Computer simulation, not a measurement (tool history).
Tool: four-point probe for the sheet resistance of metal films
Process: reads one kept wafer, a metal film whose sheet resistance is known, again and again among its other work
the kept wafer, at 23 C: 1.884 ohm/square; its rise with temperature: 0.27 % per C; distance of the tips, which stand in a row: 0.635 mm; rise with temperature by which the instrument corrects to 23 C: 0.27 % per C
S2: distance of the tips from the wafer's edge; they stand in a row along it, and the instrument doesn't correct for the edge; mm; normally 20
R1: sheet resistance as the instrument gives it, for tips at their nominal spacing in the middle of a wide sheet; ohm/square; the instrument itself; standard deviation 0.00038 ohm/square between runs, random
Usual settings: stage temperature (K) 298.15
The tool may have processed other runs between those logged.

run 1 hour=0.0 | stage_temperature_(K)=298.15 S2=20 | R1=1.879835
run 2 hour=103.3 | stage_temperature_(K)=298.15 S2=20 | R1=1.879781
run 3 hour=224.4 | stage_temperature_(K)=298.15 S2=21 | R1=1.878977
-- hour=250.6 stage's thermometer calibrated
-- hour=308.1 new probe head fitted
run 4 hour=346.6 | stage_temperature_(K)=298.15 S2=42 | R1=1.872131
run 5 hour=443.9 | stage_temperature_(K)=298.15 S2=33 | R1=1.872799
run 6 hour=554.7 | stage_temperature_(K)=300.15 S2=20 | R1=1.872564
run 7 hour=610.9 | stage_temperature_(K)=300.15 S2=16 | R1=1.873100
run 8 hour=678.6 | stage_temperature_(K)=298.15 S2=18 | R1=1.872317
run 9 hour=779.1 | stage_temperature_(K)=296.15 S2=69 | R1=1.871590
run 10 hour=875.9 | stage_temperature_(K)=305.15 S2=48 | R1=1.870611
run 11 hour=971.2 | stage_temperature_(K)=308.15 S2=32 | R1=1.870068
run 12 hour=1100.0 | stage_temperature_(K)=308.15 S2=32 | R1=1.869482
run 13 hour=1222.0 | stage_temperature_(K)=308.15 S2=32 | R1=1.869976
run 14 hour=1335.4 | stage_temperature_(K)=298.15 S2=30 | R1=1.870011

What if the next run were any one of these 3? Each begins from the tool's condition after run 14:
run A hour=1408.6 | stage_temperature_(K)=306.15 S2=8 | R1=?
run B hour=1408.6 | stage_temperature_(K)=297.15 S2=9 | R1=?
run C hour=1408.6 | stage_temperature_(K)=300.15 S2=17 | R1=?

run=A R1=1.874979
run=B R1=1.874804
run=C R1=1.871160
With no hidden state in the tool, these same runs would have given:
run=A R1=1.889009
run=B R1=1.888795
run=C R1=1.885139
